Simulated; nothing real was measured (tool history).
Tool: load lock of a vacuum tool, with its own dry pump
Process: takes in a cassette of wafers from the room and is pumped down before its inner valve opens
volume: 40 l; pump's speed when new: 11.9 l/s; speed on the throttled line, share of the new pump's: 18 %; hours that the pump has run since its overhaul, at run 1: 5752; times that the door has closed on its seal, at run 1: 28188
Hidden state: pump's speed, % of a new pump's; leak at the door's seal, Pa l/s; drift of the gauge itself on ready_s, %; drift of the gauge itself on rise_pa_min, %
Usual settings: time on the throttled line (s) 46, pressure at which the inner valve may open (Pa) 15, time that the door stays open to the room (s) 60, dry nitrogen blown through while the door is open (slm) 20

run    hour  time on the throttled line (s)  pressure at which the inner valve may open (Pa)  time that the door stays open to the room (s)  dry nitrogen blown through while the door is open (slm)  hours that the pump has run since its overhaul  times that the door has closed on its seal  incoming humidity of the room's air, %  time from the closed door until the inner valve may open (s)  rise of the pressure with all valves shut (Pa/min)
  1     0.0                              46                                               15                                             60                                                       20                                            5752                                       28188                                    45.5                                                          67.7                                               0.047
  2    85.2                              46                                               15                                             60                                                        7                                            5837                                       28339                                    44.8                                                          67.6                                               0.070
  3   277.5                              46                                               24                                             60                                                       20                                            6029                                       28681                                    47.4                                                          66.3                                               0.051
  4   434.5                              46                                               24                                             60                                                       20                                            6186                                       28959                                    43.9                                                          65.9                                               0.048
  5   548.5                              46                                               15                                             60                                                       20                                            6300                                       29161                                    46.7                                                          68.0                                               0.053
  6   732.9                              46                                               15                                             60                                                       20                                            6485                                       29489                                    45.0                                                          67.2                                               0.047
  7   832.5                              46                                               15                                             60                                                       20                                            6584                                       29666                                    42.9                                                          68.0                                               0.050
  8   920.2                              46                                               15                                            237                                                       20                                            6672                                       29821                                    47.2                                                          67.6                                               0.142
  9  1056.6                              46                                               12                                             60                                                       20                                            6808                                       30063                                    43.0                                                          68.1                                               0.056
 10  1241.8                              46                                               12                                             60                                                       20                                            6993                                       30392                                    46.7                                                          68.1                                               0.051
 11  1436.5                              46                                               12                                             60                                                       20                                            7188                                       30737                                    44.6                                                          68.6                                               0.047
 12  1545.5                              46                                               15                                             60                                                       44                                            7297                                       30931                                    45.1                                                          67.9                                               0.034
 13  1710.7                              46                                               15                                             60                                                       44                                            7462                                       31224                                    45.5                                                          67.8                                               0.031
 14  1872.3                              46                                               15                                             60                                                       44                                            7624                                       31511                                    45.1                                                          67.4                                               0.030
 15  2008.8                              46                                               15                                             60                                                       44                                            7760                                       31753                                    45.6                                                          67.1                                               0.036
 16  2122.1                              46                                               15                                             60                                                       20                                            7874                                       31954                                    43.6                                                          67.6                                               0.051
 17  2288.2                              46                                               15                                             60                                                       20                                            8040                                       32249                                    42.2                                                          67.5                                               0.050
 18  2452.7                              46                                               15                                             60                                                       20                                            8204                                       32541                                    49.1                                                          67.9                                               0.051
 19  2558.5                              46                                               15                                             60                                                       20                                            8310                                       32729                                    46.3                                                          68.0                                               0.052

Forecast run 20:
 20  2691.9                              46                                               15                                             78                                                       20                                            8444                                       32966                                    43.8                                                             ?                                                   ?

time from the closed door until the inner valve may open (s): 67.6
rise of the pressure with all valves shut (Pa/min): 0.056
Without the tool's hidden state the same run would have given time from the closed door until the inner valve may open (s) 67.6, rise of the pressure with all valves shut (Pa/min) 0.055.

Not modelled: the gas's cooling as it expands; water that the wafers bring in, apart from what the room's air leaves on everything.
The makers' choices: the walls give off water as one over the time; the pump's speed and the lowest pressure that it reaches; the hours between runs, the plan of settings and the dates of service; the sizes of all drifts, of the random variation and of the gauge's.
